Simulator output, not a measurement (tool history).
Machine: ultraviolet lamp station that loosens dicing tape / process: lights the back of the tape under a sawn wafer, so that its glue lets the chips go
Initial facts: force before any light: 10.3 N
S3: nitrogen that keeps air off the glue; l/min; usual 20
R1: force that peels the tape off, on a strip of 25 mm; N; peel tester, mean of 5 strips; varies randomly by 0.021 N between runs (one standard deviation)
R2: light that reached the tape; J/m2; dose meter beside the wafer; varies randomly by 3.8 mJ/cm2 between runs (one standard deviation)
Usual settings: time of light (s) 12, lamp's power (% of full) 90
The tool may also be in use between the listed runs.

{"run": 1, "hour": 0.0, "time of light (s)": 12, "lamp's power (% of full)": 90, "S3": 20, "R1": 1.233, "R2": 5750}
{"run": 2, "hour": 42.1, "time of light (s)": 12, "lamp's power (% of full)": 90, "S3": 20, "R1": 1.259, "R2": 5680}
{"run": 3, "hour": 113.9, "time of light (s)": 12, "lamp's power (% of full)": 90, "S3": 20, "R1": 1.283, "R2": 5610}
{"run": 4, "hour": 145.5, "time of light (s)": 12, "lamp's power (% of full)": 90, "S3": 20, "R1": 1.277, "R2": 5620}
{"run": 5, "hour": 192.0, "time of light (s)": 12, "lamp's power (% of full)": 90, "S3": 35, "R1": 1.029, "R2": 5550}
{"run": 6, "hour": 230.7, "time of light (s)": 12, "lamp's power (% of full)": 90, "S3": 35, "R1": 1.018, "R2": 5490}
{"run": 7, "hour": 299.3, "time of light (s)": 12, "lamp's power (% of full)": 90, "S3": 35, "R1": 1.052, "R2": 5370}
{"run": 8, "hour": 376.3, "time of light (s)": 12, "lamp's power (% of full)": 73, "S3": 20, "R1": 1.967, "R2": 4340}
{"run": 9, "hour": 427.0, "time of light (s)": 12, "lamp's power (% of full)": 73, "S3": 20, "R1": 2.088, "R2": 4250}
{"hour": 432.0, "done": "window cleaned of glue's vapour"}
{"run": 10, "hour": 467.6, "time of light (s)": 12, "lamp's power (% of full)": 73, "S3": 20, "R1": 2.035, "R2": 4250}
{"run": 11, "hour": 506.3, "time of light (s)": 12, "lamp's power (% of full)": 73, "S3": 20, "R1": 2.059, "R2": 4220}
{"run": 12, "hour": 557.8, "time of light (s)": 12, "lamp's power (% of full)": 73, "S3": 20, "R1": 2.116, "R2": 4180}
{"run": 13, "hour": 629.3, "time of light (s)": 12, "lamp's power (% of full)": 73, "S3": 20, "R1": 2.153, "R2": 4060}
{"run": 14, "hour": 677.8, "time of light (s)": 12, "lamp's power (% of full)": 73, "S3": 20, "R1": 2.17, "R2": 4030}
{"run": 15, "hour": 721.7, "time of light (s)": 12, "lamp's power (% of full)": 75, "S3": 20, "R1": 2.135, "R2": 4100}
{"run": 16, "hour": 756.7, "time of light (s)": 12, "lamp's power (% of full)": 75, "S3": 20, "R1": 2.209, "R2": 4110}
{"run": 17, "hour": 818.5, "time of light (s)": 6, "lamp's power (% of full)": 90, "S3": 14, "R1": 4.416, "R2": 2460}
{"run": 18, "hour": 853.4, "time of light (s)": 16, "lamp's power (% of full)": 60, "S3": 14, "R1": 2.373, "R2": 4290}
{"hour": 885.7, "done": "window cleaned of glue's vapour, once more"}
{"run": 19, "hour": 916.0, "time of light (s)": 9, "lamp's power (% of full)": 60, "S3": 14, "R1": 4.251, "R2": 2590}
{"run": 20, "hour": 977.7, "time of light (s)": 23, "lamp's power (% of full)": 67, "S3": 20, "R1": 0.756, "R2": 7240}
{"run": 21, "hour": 1046.5, "time of light (s)": 23, "lamp's power (% of full)": 67, "S3": 20, "R1": 0.747, "R2": 7190}
{"run": 22, "hour": 1089.8, "time of light (s)": 23, "lamp's power (% of full)": 67, "S3": 20, "R1": 0.788, "R2": 7150}
{"run": 23, "hour": 1155.4, "time of light (s)": 23, "lamp's power (% of full)": 67, "S3": 20, "R1": 0.822, "R2": 7050}
{"run": 24, "hour": 1219.9, "time of light (s)": 11, "lamp's power (% of full)": 82, "S3": 20, "R1": 2.282, "R2": 4050}
{"hour": 1265.5, "done": "lamp changed"}
{"run": 25, "hour": 1292.1, "time of light (s)": 19, "lamp's power (% of full)": 82, "S3": 28, "R1": 0.44, "R2": 8820}
{"run": 26, "hour": 1329.6, "time of light (s)": 19, "lamp's power (% of full)": 82, "S3": 28, "R1": 0.445, "R2": 8770}
{"run": 27, "hour": 1404.9, "time of light (s)": 19, "lamp's power (% of full)": 82, "S3": 28, "R1": 0.461, "R2": 8540}
{"run": 28, "hour": 1479.5, "time of light (s)": 13, "lamp's power (% of full)": 100, "S3": 35, "R1": 0.578, "R2": 7140}
{"run": 29, "hour": 1520.7, "time of light (s)": 7, "lamp's power (% of full)": 90, "S3": 6, "R1": 4.065, "R2": 3420}
{"run": 30, "hour": 1575.6, "time of light (s)": 7, "lamp's power (% of full)": 93, "S3": 8, "R1": 3.796, "R2": 3500}
{"run": 31, "hour": 1647.9, "time of light (s)": 12, "lamp's power (% of full)": 79, "S3": 20, "R1": 1.529, "R2": 4940}

Each row is a separate what-if for the run after 31, all from the same tool condition, not one after another. Results?
{"run": "A", "hour": 1684.2, "time of light (s)": 9, "lamp's power (% of full)": 90, "S3": 13, "R1": "?", "R2": "?"}
{"run": "B", "hour": 1684.2, "time of light (s)": 12, "lamp's power (% of full)": 63, "S3": 20, "R1": "?", "R2": "?"}
{"run": "C", "hour": 1684.2, "time of light (s)": 8, "lamp's power (% of full)": 79, "S3": 18, "R1": "?", "R2": "?"}
{"run": "D", "hour": 1684.2, "time of light (s)": 19, "lamp's power (% of full)": 86, "S3": 17, "R1": "?", "R2": "?"}

run=A R1=2.454 R2=4220
run=B R1=2.229 R2=3990
run=C R1=3.106 R2=3310
run=D R1=0.607 R2=8470
The same runs, with their run-to-run variation unchanged, on a tool lacking any hidden condition would have given:
run=A R1=2.059 R2=4770
run=B R1=1.853 R2=4510
run=C R1=2.664 R2=3740
run=D R1=0.474 R2=9570
